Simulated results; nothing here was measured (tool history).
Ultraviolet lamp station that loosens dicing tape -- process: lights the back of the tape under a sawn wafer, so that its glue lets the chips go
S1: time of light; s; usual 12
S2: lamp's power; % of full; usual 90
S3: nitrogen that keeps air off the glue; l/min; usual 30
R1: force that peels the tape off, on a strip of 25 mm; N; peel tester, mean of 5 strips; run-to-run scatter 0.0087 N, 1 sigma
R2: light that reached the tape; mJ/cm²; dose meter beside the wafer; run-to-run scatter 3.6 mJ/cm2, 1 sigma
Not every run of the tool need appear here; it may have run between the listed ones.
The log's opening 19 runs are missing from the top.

run,hour,S1,S2,S3,R1,R2
20,129.2,12,78,30,0.521,518
21,138.1,12,78,30,0.521,517
22,146.8,11,62,23,1.426,373
23,154.1,19,90,25,0.146,942
24,158.8,21,78,30,0.138,901
25,163.6,12,90,14,0.751,590
26,167.5,12,90,14,0.711,593
27,173.4,7,90,53,0.931,348
28,177.8,7,61,10,4.567,235
29,185.8,23,99,14,0.132,1239
30,191.8,9,90,30,0.776,441
# hour 198.5: gauge calibrated
31,200.1,9,86,16,1.378,436
32,207.7,7,97,9,2.572,377
33,214.5,7,97,9,2.602,381
34,218.5,13,82,29,0.375,585
35,228.3,13,82,29,0.393,600
36,237.6,12,90,11,0.926,605
37,245.0,6,78,20,2.919,258

Below are 4 alternative next runs, each starting from the tool's condition after run 37. Predict each:
A,249.9,8,90,9,?,?
B,249.9,23,78,20,?,?
C,249.9,11,71,53,?,?
D,249.9,6,78,60,?,?

run,R1,R2
A,2.443,399
B,0.157,1007
C,0.561,441
D,1.674,256
Had the tool no hidden state, the same runs would have come out as:
run,R1,R2
A,2.432,403
B,0.157,1018
C,0.557,445
D,1.665,259

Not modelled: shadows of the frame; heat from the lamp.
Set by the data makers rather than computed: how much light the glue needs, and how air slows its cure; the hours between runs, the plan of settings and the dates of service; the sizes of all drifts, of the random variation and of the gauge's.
